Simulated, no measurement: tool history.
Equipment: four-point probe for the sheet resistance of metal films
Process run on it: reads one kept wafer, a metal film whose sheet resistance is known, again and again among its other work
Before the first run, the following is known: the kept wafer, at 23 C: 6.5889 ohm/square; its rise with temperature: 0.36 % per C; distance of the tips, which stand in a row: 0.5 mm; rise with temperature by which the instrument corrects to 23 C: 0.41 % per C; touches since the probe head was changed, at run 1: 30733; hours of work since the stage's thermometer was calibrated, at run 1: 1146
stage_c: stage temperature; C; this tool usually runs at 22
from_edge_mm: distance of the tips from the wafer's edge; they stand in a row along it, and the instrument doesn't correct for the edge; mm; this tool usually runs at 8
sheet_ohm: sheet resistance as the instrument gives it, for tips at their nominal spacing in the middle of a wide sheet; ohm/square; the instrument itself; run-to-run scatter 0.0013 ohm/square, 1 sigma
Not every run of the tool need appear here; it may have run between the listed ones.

run   hour  stage_c  from_edge_mm  touches since the probe head was changed  hours of work since the stage's thermometer was calibrated  sheet_ohm
  1    0.0       22             8                                     30733                                                        1146   6.630057
  2   25.8       22             8                                     31807                                                        1158   6.628939
  3   42.8       22            37                                     32511                                                        1166   6.616891
  4   75.5       22            37                                     33871                                                        1182   6.616495
  5  103.9       22             8                                     35054                                                        1196   6.632234
  6  127.5       22             8                                     36032                                                        1208   6.628634
  7  161.2       22             8                                     37436                                                        1224   6.631636
  8  180.0       22             8                                     38214                                                        1233   6.631914
  9  201.3       22             8                                     39102                                                        1243   6.631729
 10  229.6       22             8                                     40277                                                        1257   6.632444
 11  246.4       31            22                                     40975                                                        1265   6.592907
 12  265.0       26             3                                     41749                                                        1274   6.703999
     268.5  -- stage's thermometer calibrated
 13  289.2       26             3                                     42733                                                          10   6.707767
 14  323.8       26             3                                     44172                                                          27   6.707926
 15  345.3       29             3                                     45065                                                          37   6.701149
 16  369.7       29             3                                     46082                                                          49   6.699148
     399.3  -- stage's thermometer calibrated, once more
 17  399.3       28            13                                     47290                                                           0   6.603507

Forecast each of these 3 alternatives for the next run:
  A  420.8       31            56                                     48183                                                          10          ?
  B  420.8       20            62                                     48183                                                          10          ?
  C  420.8       22            22                                     48183                                                          10          ?

run  sheet_ohm
  A   6.589841
  B   6.626897
  C   6.618847
The same runs, with their run-to-run variation unchanged, on a tool lacking any hidden condition would have given:
run  sheet_ohm
  A   6.564196
  B   6.601097
  C   6.593081
